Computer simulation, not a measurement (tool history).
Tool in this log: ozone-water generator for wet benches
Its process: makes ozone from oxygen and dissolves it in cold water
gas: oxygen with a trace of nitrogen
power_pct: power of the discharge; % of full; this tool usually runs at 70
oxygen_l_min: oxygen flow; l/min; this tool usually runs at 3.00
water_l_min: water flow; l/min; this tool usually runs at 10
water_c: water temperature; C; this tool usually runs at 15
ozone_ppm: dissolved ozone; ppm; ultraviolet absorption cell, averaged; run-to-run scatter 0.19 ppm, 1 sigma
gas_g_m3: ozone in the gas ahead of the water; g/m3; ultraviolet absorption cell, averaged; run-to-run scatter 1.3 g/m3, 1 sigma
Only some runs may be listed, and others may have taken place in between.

| run | day | power_pct | oxygen_l_min | water_l_min | water_c | ozone_ppm | gas_g_m3 |
|---|---|---|---|---|---|---|---|
| 1 | 0.000 | 70 | 3.00 | 10 | 15 | 27.1 | 250.6 |
| 2 | 2.546 | 70 | 3.00 | 10 | 15 | 27.0 | 247.7 |
| 3 | 6.183 | 70 | 3.00 | 10 | 9 | 29.1 | 248.2 |
| 4 | 8.004 | 70 | 3.00 | 10 | 9 | 29.8 | 248.5 |
| 5 | 10.762 | 70 | 3.00 | 10 | 9 | 29.9 | 249.5 |
| 6 | 13.175 | 70 | 3.00 | 10 | 9 | 29.3 | 248.8 |
| 7 | 15.046 | 70 | 3.00 | 10 | 9 | 29.4 | 251.3 |
| 8 | 18.312 | 70 | 3.00 | 10 | 9 | 29.3 | 248.9 |
| 9 | 20.658 | 70 | 1.55 | 10 | 15 | 22.3 | 304.9 |
| 10 | 23.121 | 70 | 1.55 | 10 | 15 | 22.0 | 304.7 |
| 11 | 26.696 | 70 | 1.55 | 10 | 15 | 22.4 | 306.6 |
| 12 | 28.546 | 70 | 1.55 | 10 | 15 | 22.2 | 303.5 |
| 13 | 31.296 | 70 | 3.00 | 10 | 9 | 29.3 | 248.1 |
| 14 | 35.162 | 70 | 3.00 | 10 | 9 | 29.9 | 248.7 |
| 15 | 37.542 | 70 | 3.00 | 10 | 9 | 29.4 | 246.1 |
| 16 | 39.679 | 70 | 3.00 | 10 | 9 | 29.8 | 249.6 |
| 17 | 43.371 | 70 | 3.00 | 10 | 9 | 29.4 | 250.8 |
| 18 | 45.712 | 49 | 2.22 | 11 | 8 | 20.0 | 224.4 |
| 19 | 50.138 | 70 | 2.51 | 10 | 8 | 28.4 | 263.2 |
| 20 | 53.467 | 70 | 2.51 | 10 | 8 | 28.7 | 264.3 |
| 21 | 57.458 | 70 | 3.00 | 8 | 15 | 33.2 | 248.1 |
| 22 | 60.167 | 94 | 3.00 | 10 | 17 | 30.9 | 293.4 |
| 23 | 64.550 | 94 | 3.00 | 10 | 17 | 30.7 | 291.9 |
| 24 | 66.525 | 70 | 4.30 | 7 | 10 | 42.6 | 220.1 |
| 25 | 70.179 | 41 | 1.92 | 7 | 14 | 25.9 | 213.1 |
| 26 | 74.388 | 41 | 1.92 | 7 | 14 | 26.0 | 214.1 |
| 27 | 78.733 | 93 | 2.27 | 8 | 18 | 35.6 | 317.3 |
| 28 | 81.354 | 46 | 2.27 | 8 | 18 | 24.1 | 216.2 |
| 29 | 85.779 | 70 | 3.00 | 10 | 22 | 24.3 | 246.5 |
| 30 | 89.046 | 70 | 5.15 | 10 | 13 | 30.8 | 210.7 |
| 31 | 92.650 | 41 | 5.15 | 8 | 12 | 28.0 | 157.9 |
| 32 | 95.429 | 62 | 1.91 | 9 | 9 | 26.9 | 268.7 |
| 33 | 99.346 | 70 | 3.33 | 6 | 15 | 42.3 | 240.3 |
| 34 | 102.296 | 70 | 1.51 | 6 | 15 | 36.7 | 306.6 |

Branching from run 34: 3 alternative next runs. What would each branch give?
| A | 105.562 | 70 | 3.00 | 12 | 14 | ? | ? |
| B | 105.562 | 51 | 3.00 | 10 | 21 | ? | ? |
| C | 105.562 | 70 | 1.51 | 6 | 12 | ? | ? |

| run | ozone_ppm | gas_g_m3 |
|---|---|---|
| A | 22.9 | 249.8 |
| B | 21.2 | 208.7 |
| C | 38.1 | 309.3 |
With no hidden state in the tool, these same runs would have given:
| run | ozone_ppm | gas_g_m3 |
|---|---|---|
| A | 22.9 | 249.9 |
| B | 21.2 | 208.8 |
| C | 38.1 | 309.4 |
